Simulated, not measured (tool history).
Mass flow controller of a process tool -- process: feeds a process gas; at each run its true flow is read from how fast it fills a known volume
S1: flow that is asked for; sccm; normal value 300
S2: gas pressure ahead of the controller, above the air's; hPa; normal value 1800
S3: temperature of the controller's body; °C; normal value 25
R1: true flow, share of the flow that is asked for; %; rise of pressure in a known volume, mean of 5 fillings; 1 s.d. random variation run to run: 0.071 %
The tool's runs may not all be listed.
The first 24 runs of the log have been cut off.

{"run": 25, "hour": 7018.4, "S1": 300, "S2": 1800, "S3": 25, "R1": 98.04}
{"run": 26, "hour": 7383.5, "S1": 227, "S2": 1800, "S3": 25, "R1": 97.75}
{"run": 27, "hour": 7641.7, "S1": 101, "S2": 1900, "S3": 24, "R1": 97.69}
{"run": 28, "hour": 8061.8, "S1": 101, "S2": 1900, "S3": 24, "R1": 97.64}
{"run": 29, "hour": 8461.9, "S1": 267, "S2": 2370, "S3": 24, "R1": 97.86}
{"run": 30, "hour": 8861.3, "S1": 592, "S2": 1910, "S3": 33, "R1": 98.3}
{"run": 31, "hour": 9290.8, "S1": 414, "S2": 1500, "S3": 33, "R1": 97.72}
{"run": 32, "hour": 9650.4, "S1": 414, "S2": 1460, "S3": 33, "R1": 97.64}
{"run": 33, "hour": 9953.6, "S1": 847, "S2": 2320, "S3": 25, "R1": 97.75}
{"hour": 10165.6, "done": "gauge calibrated"}
{"run": 34, "hour": 10368.2, "S1": 765, "S2": 2240, "S3": 27, "R1": 100.22}
{"run": 35, "hour": 10586.4, "S1": 765, "S2": 2110, "S3": 24, "R1": 99.95}
{"run": 36, "hour": 11024.7, "S1": 205, "S2": 1660, "S3": 33, "R1": 99.7}
{"run": 37, "hour": 11464.3, "S1": 556, "S2": 1960, "S3": 20, "R1": 99.16}
{"run": 38, "hour": 11718.7, "S1": 285, "S2": 2130, "S3": 25, "R1": 99.66}
{"run": 39, "hour": 12083.3, "S1": 300, "S2": 2200, "S3": 25, "R1": 99.38}
{"run": 40, "hour": 12442.4, "S1": 300, "S2": 1790, "S3": 25, "R1": 99.1}
{"run": 41, "hour": 12720.2, "S1": 300, "S2": 1790, "S3": 25, "R1": 98.99}
{"run": 42, "hour": 13148.5, "S1": 174, "S2": 1800, "S3": 39, "R1": 99.76}
{"run": 43, "hour": 13587.6, "S1": 216, "S2": 2060, "S3": 35, "R1": 99.53}
{"run": 44, "hour": 13782.6, "S1": 541, "S2": 1800, "S3": 28, "R1": 99.06}

Expected results for the next run?
{"hour": 14149.6, "done": "controller exchanged for a calibrated one"}
{"run": 45, "hour": 14223.3, "S1": 541, "S2": 1800, "S3": 28, "R1": "?"}

R1: 98.92 %
Minus the tool's unlogged condition, the same run would have read R1 99.89 %.

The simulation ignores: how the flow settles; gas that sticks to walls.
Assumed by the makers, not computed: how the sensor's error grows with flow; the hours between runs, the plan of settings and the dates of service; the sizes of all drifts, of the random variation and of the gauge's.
